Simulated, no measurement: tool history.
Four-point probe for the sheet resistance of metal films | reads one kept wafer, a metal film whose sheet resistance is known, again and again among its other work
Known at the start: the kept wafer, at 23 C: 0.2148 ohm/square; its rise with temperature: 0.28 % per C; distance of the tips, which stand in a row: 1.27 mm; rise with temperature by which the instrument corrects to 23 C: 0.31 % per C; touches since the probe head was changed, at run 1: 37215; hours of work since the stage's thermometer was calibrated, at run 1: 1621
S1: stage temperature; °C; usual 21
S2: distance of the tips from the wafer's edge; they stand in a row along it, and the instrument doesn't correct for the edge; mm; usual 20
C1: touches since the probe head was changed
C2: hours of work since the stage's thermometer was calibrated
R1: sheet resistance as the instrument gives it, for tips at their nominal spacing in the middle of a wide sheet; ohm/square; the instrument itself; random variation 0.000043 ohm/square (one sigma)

run	day	S1	S2	C1	C2	R1
1	0	21	20	37215	1621	0.215316
2	2.458	21	20	38139	1651	0.215284
3	5.183	24	20	39166	1685	0.215108
4	7.492	21	33	40034	1713	0.215024
5	11.108	21	33	41394	1757	0.215019
6	13.825	21	33	42417	1791	0.21503
7	15.654	21	33	43106	1813	0.215035
8	18.1	23	20	44026	1844	0.215239
9	19.833	23	20	44679	1865	0.215162
10	22.9	24	32	45832	1903	0.214871
11	24.775	21	28	46538	1926	0.21508
12	27.35	21	28	47507	1957	0.2151
# day 27.596: stage's thermometer calibrated
13	29.225	34	14	48205	20	0.215247
14	31.588	34	14	49094	49	0.215235
15	34.983	25	24	50372	91	0.215007
# day 38.221: stage's thermometer calibrated, once more
16	38.525	32	14	51696	4	0.214767
17	42.042	32	14	53020	47	0.214677

Run 18 comes next. What will it give?
18	43.946	20	4	53737	70	?

Run 18 gave R1 0.225475 ohm/square.
Without the tool's hidden state the same run would have given R1 0.226008 ohm/square.
